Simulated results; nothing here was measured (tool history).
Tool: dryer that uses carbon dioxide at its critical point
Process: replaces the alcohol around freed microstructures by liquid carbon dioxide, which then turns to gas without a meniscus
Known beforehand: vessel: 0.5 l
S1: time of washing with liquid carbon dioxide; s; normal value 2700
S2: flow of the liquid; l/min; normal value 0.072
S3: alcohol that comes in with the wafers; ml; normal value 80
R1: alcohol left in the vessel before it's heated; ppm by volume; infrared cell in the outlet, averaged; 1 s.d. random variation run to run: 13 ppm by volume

run	hour	S1	S2	S3	R1
1	0	2700	0.072	80	835
2	14.2	3420	0.072	80	235
3	20.5	3420	0.0546	80	1061
4	33.6	2700	0.072	80	874
5	43.8	2700	0.072	80	880
6	49.9	1980	0.072	80	3537
7	58.4	1980	0.072	80	3574
8	64.3	1980	0.072	80	3577
9	73.8	1980	0.072	80	3625
10	86.8	2700	0.072	80	915
11	97.5	2700	0.072	80	895
12	106.6	2700	0.072	80	932
13	113.2	2700	0.072	80	928
14	122.3	2700	0.072	80	915
15	134.5	2700	0.072	80	915
16	147.3	2700	0.072	80	932
17	155.4	2700	0.072	80	952
18	165.5	2700	0.072	80	990
19	173.5	2700	0.072	25	326
20	180.9	2700	0.072	25	312
21	191.7	2700	0.072	80	975
22	200.1	2700	0.0613	80	2045
23	209.1	2640	0.0498	107	6677
24	222.1	2640	0.0498	107	6788
25	229.8	2700	0.0753	107	1060
26	242	2700	0.0753	58	578
27	251.7	2100	0.121	58	173
28	263.7	1920	0.1128	83	611
29	272.8	1740	0.0512	113	22344
30	285.6	1740	0.0742	43	3019
31	299.7	3540	0.0522	37	612
32	311.1	4140	0.0695	47	83
33	319.7	2400	0.1073	55	164
34	329.9	2400	0.1073	55	158
35	343.6	2700	0.0718	80	1078
36	354	3540	0.072	28	100
37	362.4	3540	0.072	28	92
38	368.7	2160	0.091	53	699
39	374.5	2820	0.072	22	264
40	382.4	3180	0.0525	24	661
41	393.8	2100	0.072	108	4579
42	404.7	3180	0.1211	22	37
43	418.2	3000	0.092	29	70

4 options for the next run, each taken on its own from the tool as it stands now. Forecast them:
A	425.2	2700	0.0593	80	?
B	425.2	2040	0.0532	82	?
C	425.2	4020	0.0738	90	?
D	425.2	2700	0.0595	39	?

run	R1
A	2715
B	10104
C	114
D	1326
Take away the tool's hidden state, keep each run's random variation, and the runs would have read:
run	R1
A	2116
B	8553
C	62
D	1026
